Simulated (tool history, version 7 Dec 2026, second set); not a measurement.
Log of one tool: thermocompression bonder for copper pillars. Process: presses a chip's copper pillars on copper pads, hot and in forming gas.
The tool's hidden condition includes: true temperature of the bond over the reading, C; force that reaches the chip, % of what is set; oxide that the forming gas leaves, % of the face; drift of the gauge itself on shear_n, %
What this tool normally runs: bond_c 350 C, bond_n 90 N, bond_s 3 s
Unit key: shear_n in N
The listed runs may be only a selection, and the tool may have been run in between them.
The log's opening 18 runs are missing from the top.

run     day  bond_c  bond_n  bond_s  hours of work since the heater was calibrated  hours of work since the force cell was calibrated  hours of work since the gas filter was changed  shear_n
 19   9.171     350      82       3                                            431                                                431                                             166     59.6
 20   9.462     350      82       3                                            436                                                436                                             171     60.4
 21  10.004     350     124       3                                            446                                                446                                             181     73.5
 22  10.654     350     124       3                                            457                                                457                                             192     74.6
 23  11.017     366     124       3                                            463                                                463                                             199     77.8
 24  11.354     341      81       7                                            469                                                469                                             205     71.1
 25  11.904     367      90       7                                            479                                                479                                             214     81.1
 26  12.308     336      90       4                                            486                                                486                                             221     62.6
 27  13.012     350      90       4                                            498                                                498                                             234     67.3
 28  13.629     338      90       4                                            509                                                509                                             245     63.4
 29  14.229     338      90       4                                            520                                                520                                             255     63.1
     14.671  -- heater calibrated with a thermocouple chip
 30  14.783     369      68       3                                              2                                                528                                             263     55.6
 31  15.117     369      68       3                                              8                                                534                                             269     55.7
 32  15.517     333      81       4                                             15                                                541                                             276     54.0
 33  15.883     372      90       2                                             21                                                547                                             283     58.2
 34  16.329     332      68       8                                             29                                                555                                             291     60.0
 35  16.662     354      87       5                                             35                                                561                                             297     67.5
 36  17.050     366      61       5                                             42                                                568                                             303     59.5
 37  17.396     340      90       3                                             48                                                574                                             309     54.2
 38  17.988     340      90       3                                             58                                                584                                             320     54.0

3 ways to go on from here, each from the tool as it stands after run 38. What would each give?
  A  18.358     350      90       2                                             65                                                591                                             326        ?
  B  18.358     338      90       8                                             65                                                591                                             326        ?
  C  18.358     354     135       4                                             65                                                591                                             326        ?

run  shear_n
  A     51.2
  B     71.1
  C     77.0
With no hidden state in the tool, these same runs would have given:
run  shear_n
  A     54.8
  B     76.6
  C     83.3
